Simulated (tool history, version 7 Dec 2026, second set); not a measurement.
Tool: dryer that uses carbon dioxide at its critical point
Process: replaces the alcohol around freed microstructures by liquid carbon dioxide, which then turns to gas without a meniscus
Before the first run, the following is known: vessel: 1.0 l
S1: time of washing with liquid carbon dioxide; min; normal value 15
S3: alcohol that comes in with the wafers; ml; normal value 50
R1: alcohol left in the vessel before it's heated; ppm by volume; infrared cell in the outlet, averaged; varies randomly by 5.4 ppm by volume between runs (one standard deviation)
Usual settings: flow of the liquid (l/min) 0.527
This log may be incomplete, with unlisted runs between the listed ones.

{"run": 1, "hour": 0.0, "S1": 15, "flow of the liquid (l/min)": 0.527, "S3": 50, "R1": 197}
{"run": 2, "hour": 32.6, "S1": 15, "flow of the liquid (l/min)": 0.527, "S3": 50, "R1": 204}
{"run": 3, "hour": 60.5, "S1": 15, "flow of the liquid (l/min)": 0.613, "S3": 50, "R1": 111}
{"run": 4, "hour": 82.9, "S1": 15, "flow of the liquid (l/min)": 0.527, "S3": 50, "R1": 234}
{"run": 5, "hour": 121.5, "S1": 15, "flow of the liquid (l/min)": 0.527, "S3": 50, "R1": 259}
{"run": 6, "hour": 142.4, "S1": 10, "flow of the liquid (l/min)": 0.527, "S3": 50, "R1": 1411}
{"hour": 173.9, "done": "inlet filter changed"}
{"run": 7, "hour": 187.7, "S1": 22, "flow of the liquid (l/min)": 0.527, "S3": 50, "R1": 62}
{"run": 8, "hour": 207.8, "S1": 22, "flow of the liquid (l/min)": 0.527, "S3": 50, "R1": 62}
{"run": 9, "hour": 246.2, "S1": 22, "flow of the liquid (l/min)": 0.527, "S3": 50, "R1": 78}
{"run": 10, "hour": 269.5, "S1": 22, "flow of the liquid (l/min)": 0.527, "S3": 50, "R1": 73}
{"run": 11, "hour": 312.3, "S1": 15, "flow of the liquid (l/min)": 0.527, "S3": 50, "R1": 245}
{"run": 12, "hour": 345.6, "S1": 15, "flow of the liquid (l/min)": 0.527, "S3": 50, "R1": 248}
{"run": 13, "hour": 390.8, "S1": 15, "flow of the liquid (l/min)": 0.55, "S3": 50, "R1": 231}
{"run": 14, "hour": 412.0, "S1": 15, "flow of the liquid (l/min)": 0.55, "S3": 50, "R1": 229}
{"run": 15, "hour": 449.3, "S1": 15, "flow of the liquid (l/min)": 0.527, "S3": 27, "R1": 207}
{"run": 16, "hour": 480.2, "S1": 15, "flow of the liquid (l/min)": 0.527, "S3": 27, "R1": 224}
{"run": 17, "hour": 518.2, "S1": 15, "flow of the liquid (l/min)": 0.527, "S3": 27, "R1": 229}
{"hour": 534.0, "done": "inlet filter changed"}
{"run": 18, "hour": 544.5, "S1": 11, "flow of the liquid (l/min)": 0.542, "S3": 50, "R1": 689}
{"run": 19, "hour": 566.6, "S1": 11, "flow of the liquid (l/min)": 0.542, "S3": 50, "R1": 716}
{"run": 20, "hour": 589.7, "S1": 14, "flow of the liquid (l/min)": 0.507, "S3": 50, "R1": 396}
{"run": 21, "hour": 630.4, "S1": 15, "flow of the liquid (l/min)": 0.41, "S3": 31, "R1": 475}
{"run": 22, "hour": 649.7, "S1": 9, "flow of the liquid (l/min)": 0.41, "S3": 58, "R1": 4058}
{"run": 23, "hour": 668.7, "S1": 9, "flow of the liquid (l/min)": 0.41, "S3": 58, "R1": 4025}
{"run": 24, "hour": 694.6, "S1": 18, "flow of the liquid (l/min)": 0.41, "S3": 93, "R1": 594}
{"run": 25, "hour": 740.9, "S1": 14, "flow of the liquid (l/min)": 0.43, "S3": 97, "R1": 1489}
{"run": 26, "hour": 786.2, "S1": 14, "flow of the liquid (l/min)": 0.43, "S3": 97, "R1": 1546}
{"run": 27, "hour": 829.4, "S1": 21, "flow of the liquid (l/min)": 0.478, "S3": 62, "R1": 224}
{"run": 28, "hour": 864.4, "S1": 17, "flow of the liquid (l/min)": 0.527, "S3": 54, "R1": 286}

Predict the results of run 29:
{"hour": 892.7, "done": "inlet filter changed"}
{"run": 29, "hour": 904.9, "S1": 17, "flow of the liquid (l/min)": 0.527, "S3": 54, "R1": "?"}

For run 29 the tool returned R1 238 ppm by volume.
On a tool with no hidden condition, and with the same random variation, this run would have come out at R1 72 ppm by volume.

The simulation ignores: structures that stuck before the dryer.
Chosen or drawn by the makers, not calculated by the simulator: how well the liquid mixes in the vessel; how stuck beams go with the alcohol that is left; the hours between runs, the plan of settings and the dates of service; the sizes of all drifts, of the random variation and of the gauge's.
